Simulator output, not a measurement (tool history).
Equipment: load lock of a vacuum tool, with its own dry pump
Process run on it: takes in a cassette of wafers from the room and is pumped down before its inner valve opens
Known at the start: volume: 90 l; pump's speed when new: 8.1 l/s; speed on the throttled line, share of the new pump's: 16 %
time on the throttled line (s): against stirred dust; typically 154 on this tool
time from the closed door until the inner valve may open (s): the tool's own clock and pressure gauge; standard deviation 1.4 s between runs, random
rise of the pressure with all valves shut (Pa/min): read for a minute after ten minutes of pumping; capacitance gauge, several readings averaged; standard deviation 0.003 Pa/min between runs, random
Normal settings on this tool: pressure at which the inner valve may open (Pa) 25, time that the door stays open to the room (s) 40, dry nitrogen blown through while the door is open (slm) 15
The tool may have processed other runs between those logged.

run,hour,time on the throttled line (s),pressure at which the inner valve may open (Pa),time that the door stays open to the room (s),dry nitrogen blown through while the door is open (slm),"incoming humidity of the room's air, %",time from the closed door until the inner valve may open (s),rise of the pressure with all valves shut (Pa/min)
1,0,154,25,40,15,42.3,224.5,0.014
2,59.9,154,25,40,15,44.2,225,0.019
3,115.7,154,25,40,15,46.7,223.2,0.018
4,186,154,25,40,15,46.4,225.9,0.022
5,293.2,154,25,40,13,45.7,223.5,0.021
6,397.7,154,25,40,13,46.7,223,0.025
7,480.5,154,25,40,13,44.6,224.9,0.019
8,591,154,25,40,13,43.8,223.9,0.023
9,707.1,154,25,40,13,40,226.1,0.019
10,783.7,154,25,40,13,43.8,223.3,0.019
11,891.3,154,25,40,15,49.8,225.6,0.028
12,975.1,154,25,40,15,49.2,225.8,0.018
13,1074.7,180,43,66,8,44.2,238.8,0.026
14,1181.3,180,43,37,10,42.7,243.2,0.026
15,1253,180,43,37,10,45.6,240.8,0.024
16,1331.7,217,21,80,10,45.4,283.5,0.028
17,1415.2,287,45,40,15,47.7,329.7,0.026
18,1481.4,287,45,40,15,45.8,331.1,0.025
19,1585.2,287,45,40,15,44,332.7,0.022
20,1657.8,287,45,40,15,50.6,331.9,0.027
21,1712.5,287,34,40,15,43.7,334.3,0.029
22,1802,287,34,40,15,41.6,331.4,0.024
23,1881.1,223,50,33,29,43.4,272.2,0.013
24,1962.8,225,29,43,18,46.5,283.8,0.023

Predict each of these 4 candidate next runs independently; none follows another, all start after run 24:
A,2052.1,225,29,43,20,45.4,?,?
B,2052.1,228,21,40,34,43.6,?,?
C,2052.1,291,25,51,25,41.1,?,?
D,2052.1,163,29,43,18,45,?,?

run,time from the closed door until the inner valve may open (s),rise of the pressure with all valves shut (Pa/min)
A,284.9,0.022
B,288.2,0.022
C,339.9,0.021
D,230.6,0.019
Without the tool's hidden state the same runs would have given:
run,time from the closed door until the inner valve may open (s),rise of the pressure with all valves shut (Pa/min)
A,281.9,0.006
B,285.1,0.005
C,337.4,0.005
D,227.1,0.003
